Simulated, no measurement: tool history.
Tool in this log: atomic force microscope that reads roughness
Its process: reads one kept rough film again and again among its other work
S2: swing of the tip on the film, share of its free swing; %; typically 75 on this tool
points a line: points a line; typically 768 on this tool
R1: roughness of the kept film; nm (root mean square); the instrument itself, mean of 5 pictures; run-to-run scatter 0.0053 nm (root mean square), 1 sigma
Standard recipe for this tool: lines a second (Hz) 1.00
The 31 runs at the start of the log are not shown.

{"hour": 284.4, "done": "height scale calibrated on a step standard, once more"}
{"run": 32, "hour": 294.1, "lines a second (Hz)": 1.0, "S2": 57, "points a line": 501, "R1": 0.881}
{"run": 33, "hour": 306.9, "lines a second (Hz)": 3.89, "S2": 75, "points a line": 501, "R1": 0.718}
{"run": 34, "hour": 317.0, "lines a second (Hz)": 1.0, "S2": 66, "points a line": 894, "R1": 0.853}
{"run": 35, "hour": 327.4, "lines a second (Hz)": 1.66, "S2": 68, "points a line": 538, "R1": 0.815}
{"run": 36, "hour": 339.7, "lines a second (Hz)": 1.31, "S2": 70, "points a line": 768, "R1": 0.819}
{"run": 37, "hour": 351.0, "lines a second (Hz)": 1.16, "S2": 64, "points a line": 470, "R1": 0.833}
{"hour": 356.5, "done": "new tip fitted"}
{"run": 38, "hour": 359.2, "lines a second (Hz)": 3.29, "S2": 59, "points a line": 768, "R1": 0.89}
{"run": 39, "hour": 366.6, "lines a second (Hz)": 1.33, "S2": 75, "points a line": 768, "R1": 0.883}
{"run": 40, "hour": 375.1, "lines a second (Hz)": 3.83, "S2": 75, "points a line": 768, "R1": 0.768}
{"run": 41, "hour": 380.9, "lines a second (Hz)": 3.83, "S2": 65, "points a line": 768, "R1": 0.826}
{"run": 42, "hour": 390.2, "lines a second (Hz)": 1.32, "S2": 77, "points a line": 258, "R1": 0.842}
{"run": 43, "hour": 400.1, "lines a second (Hz)": 1.32, "S2": 77, "points a line": 258, "R1": 0.842}
{"run": 44, "hour": 411.1, "lines a second (Hz)": 1.0, "S2": 75, "points a line": 630, "R1": 0.867}
{"run": 45, "hour": 420.9, "lines a second (Hz)": 1.0, "S2": 81, "points a line": 600, "R1": 0.842}
{"run": 46, "hour": 428.6, "lines a second (Hz)": 2.02, "S2": 67, "points a line": 569, "R1": 0.835}

Predict each of these 5 candidate next runs independently; none follows another, all start after run 46:
{"run": "A", "hour": 440.0, "lines a second (Hz)": 1.05, "S2": 64, "points a line": 926, "R1": "?"}
{"run": "B", "hour": 440.0, "lines a second (Hz)": 0.52, "S2": 67, "points a line": 569, "R1": "?"}
{"run": "C", "hour": 440.0, "lines a second (Hz)": 1.14, "S2": 88, "points a line": 651, "R1": "?"}
{"run": "D", "hour": 440.0, "lines a second (Hz)": 2.02, "S2": 67, "points a line": 660, "R1": "?"}
{"run": "E", "hour": 440.0, "lines a second (Hz)": 3.48, "S2": 75, "points a line": 768, "R1": "?"}

run=A R1=0.858
run=B R1=0.880
run=C R1=0.785
run=D R1=0.831
run=E R1=0.732
Without the tool's unlogged condition, the same runs would have read:
run=A R1=0.927
run=B R1=0.951
run=C R1=0.848
run=D R1=0.898
run=E R1=0.791
